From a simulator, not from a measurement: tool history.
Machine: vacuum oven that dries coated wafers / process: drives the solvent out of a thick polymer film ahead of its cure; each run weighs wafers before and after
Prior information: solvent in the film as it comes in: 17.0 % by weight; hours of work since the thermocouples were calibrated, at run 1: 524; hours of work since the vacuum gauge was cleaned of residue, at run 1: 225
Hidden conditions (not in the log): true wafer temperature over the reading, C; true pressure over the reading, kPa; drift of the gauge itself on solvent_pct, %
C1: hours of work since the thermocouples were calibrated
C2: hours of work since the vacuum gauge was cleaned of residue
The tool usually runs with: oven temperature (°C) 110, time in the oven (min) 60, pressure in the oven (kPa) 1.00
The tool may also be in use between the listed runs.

{"run": 1, "hour": 0.0, "oven temperature (°C)": 110, "time in the oven (min)": 60, "pressure in the oven (kPa)": 1.0, "C1": 524, "C2": 225, "solvent left in the film (%)": 3.77}
{"run": 2, "hour": 20.2, "oven temperature (°C)": 110, "time in the oven (min)": 60, "pressure in the oven (kPa)": 1.66, "C1": 535, "C2": 236, "solvent left in the film (%)": 3.94}
{"run": 3, "hour": 42.4, "oven temperature (°C)": 110, "time in the oven (min)": 60, "pressure in the oven (kPa)": 1.66, "C1": 547, "C2": 248, "solvent left in the film (%)": 4.1}
{"run": 4, "hour": 62.0, "oven temperature (°C)": 110, "time in the oven (min)": 60, "pressure in the oven (kPa)": 1.66, "C1": 558, "C2": 259, "solvent left in the film (%)": 4.05}
{"run": 5, "hour": 79.9, "oven temperature (°C)": 110, "time in the oven (min)": 60, "pressure in the oven (kPa)": 1.0, "C1": 568, "C2": 269, "solvent left in the film (%)": 3.83}
{"run": 6, "hour": 89.9, "oven temperature (°C)": 110, "time in the oven (min)": 60, "pressure in the oven (kPa)": 1.0, "C1": 574, "C2": 275, "solvent left in the film (%)": 3.83}
{"run": 7, "hour": 108.9, "oven temperature (°C)": 110, "time in the oven (min)": 60, "pressure in the oven (kPa)": 1.0, "C1": 584, "C2": 286, "solvent left in the film (%)": 3.64}
{"run": 8, "hour": 128.2, "oven temperature (°C)": 110, "time in the oven (min)": 60, "pressure in the oven (kPa)": 1.0, "C1": 595, "C2": 296, "solvent left in the film (%)": 3.71}
{"run": 9, "hour": 147.8, "oven temperature (°C)": 110, "time in the oven (min)": 60, "pressure in the oven (kPa)": 1.0, "C1": 606, "C2": 307, "solvent left in the film (%)": 3.75}
{"run": 10, "hour": 166.0, "oven temperature (°C)": 110, "time in the oven (min)": 60, "pressure in the oven (kPa)": 1.0, "C1": 616, "C2": 317, "solvent left in the film (%)": 3.82}
{"run": 11, "hour": 184.9, "oven temperature (°C)": 110, "time in the oven (min)": 60, "pressure in the oven (kPa)": 1.0, "C1": 627, "C2": 328, "solvent left in the film (%)": 3.83}
{"run": 12, "hour": 204.4, "oven temperature (°C)": 110, "time in the oven (min)": 83, "pressure in the oven (kPa)": 1.0, "C1": 638, "C2": 339, "solvent left in the film (%)": 2.39}
{"run": 13, "hour": 214.2, "oven temperature (°C)": 110, "time in the oven (min)": 60, "pressure in the oven (kPa)": 1.0, "C1": 643, "C2": 344, "solvent left in the film (%)": 3.76}
{"run": 14, "hour": 230.5, "oven temperature (°C)": 110, "time in the oven (min)": 60, "pressure in the oven (kPa)": 1.0, "C1": 652, "C2": 354, "solvent left in the film (%)": 3.71}
{"run": 15, "hour": 244.1, "oven temperature (°C)": 110, "time in the oven (min)": 60, "pressure in the oven (kPa)": 1.0, "C1": 660, "C2": 361, "solvent left in the film (%)": 3.74}
{"run": 16, "hour": 254.1, "oven temperature (°C)": 110, "time in the oven (min)": 60, "pressure in the oven (kPa)": 1.0, "C1": 666, "C2": 367, "solvent left in the film (%)": 3.83}
{"run": 17, "hour": 269.9, "oven temperature (°C)": 110, "time in the oven (min)": 60, "pressure in the oven (kPa)": 1.0, "C1": 674, "C2": 376, "solvent left in the film (%)": 3.73}
{"run": 18, "hour": 281.4, "oven temperature (°C)": 110, "time in the oven (min)": 38, "pressure in the oven (kPa)": 1.0, "C1": 681, "C2": 382, "solvent left in the film (%)": 5.98}
{"run": 19, "hour": 303.4, "oven temperature (°C)": 110, "time in the oven (min)": 38, "pressure in the oven (kPa)": 1.0, "C1": 693, "C2": 394, "solvent left in the film (%)": 5.93}
{"run": 20, "hour": 321.5, "oven temperature (°C)": 110, "time in the oven (min)": 38, "pressure in the oven (kPa)": 1.0, "C1": 703, "C2": 404, "solvent left in the film (%)": 5.87}
{"run": 21, "hour": 334.8, "oven temperature (°C)": 110, "time in the oven (min)": 38, "pressure in the oven (kPa)": 1.0, "C1": 711, "C2": 412, "solvent left in the film (%)": 6.06}
{"run": 22, "hour": 346.3, "oven temperature (°C)": 110, "time in the oven (min)": 38, "pressure in the oven (kPa)": 1.0, "C1": 717, "C2": 418, "solvent left in the film (%)": 6.18}
{"run": 23, "hour": 366.6, "oven temperature (°C)": 110, "time in the oven (min)": 38, "pressure in the oven (kPa)": 1.0, "C1": 729, "C2": 430, "solvent left in the film (%)": 5.97}
{"run": 24, "hour": 380.4, "oven temperature (°C)": 110, "time in the oven (min)": 60, "pressure in the oven (kPa)": 2.17, "C1": 736, "C2": 437, "solvent left in the film (%)": 4.23}

Expected results for the next run?
{"run": 25, "hour": 393.6, "oven temperature (°C)": 110, "time in the oven (min)": 60, "pressure in the oven (kPa)": 2.17, "C1": 744, "C2": 445, "solvent left in the film (%)": "?"}

solvent left in the film (%): 4.18
Were there no unlogged condition in the tool, this run, its random variation unchanged, would have produced solvent left in the film (%) 4.17.
